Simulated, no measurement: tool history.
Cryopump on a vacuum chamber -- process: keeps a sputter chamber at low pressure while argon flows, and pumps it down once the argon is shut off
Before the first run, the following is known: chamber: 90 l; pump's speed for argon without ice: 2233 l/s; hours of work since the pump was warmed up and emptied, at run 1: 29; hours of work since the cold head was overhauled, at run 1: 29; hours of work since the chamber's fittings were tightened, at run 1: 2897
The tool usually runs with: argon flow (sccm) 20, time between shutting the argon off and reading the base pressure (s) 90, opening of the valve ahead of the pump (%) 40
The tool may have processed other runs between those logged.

run	hour	argon flow (sccm)	time between shutting the argon off and reading the base pressure (s)	opening of the valve ahead of the pump (%)	hours of work since the pump was warmed up and emptied	hours of work since the cold head was overhauled	hours of work since the chamber's fittings were tightened	pressure while argon flows (Pa)	pressure after the wait (uPa)
1	0	20	90	40	29	29	2897	0.0381	1.91
2	11.7	20	90	40	35	35	2904	0.0373	2.01
3	19.8	20	90	40	40	40	2908	0.0376	1.91
4	33.4	20	90	40	47	47	2916	0.0383	1.98
5	40.7	20	90	37	52	52	2920	0.041	1.98
6	47.8	27	90	37	55	55	2924	0.0556	2.01
7	62.3	27	90	37	64	64	2932	0.0552	1.98
8	77.8	10	92	27	72	72	2941	0.0275	1.97
9	86	20	26	52	77	77	2945	0.0288	2.81
10	98.4	20	26	52	84	84	2952	0.0299	2.83
11	110.3	20	90	16	90	90	2959	0.0949	2.06
12	122	20	90	16	97	97	2965	0.0943	2.13

Expected results for the next run?
13	129.9	20	90	47	101	101	2970	?	?

{"run 13": {"pressure while argon flows (Pa)": 0.0341, "pressure after the wait (uPa)": 2.07}}
On a tool with no hidden condition, and with the same random variation, this run would have come out at pressure while argon flows (Pa) 0.0335, pressure after the wait (uPa) 0.49.
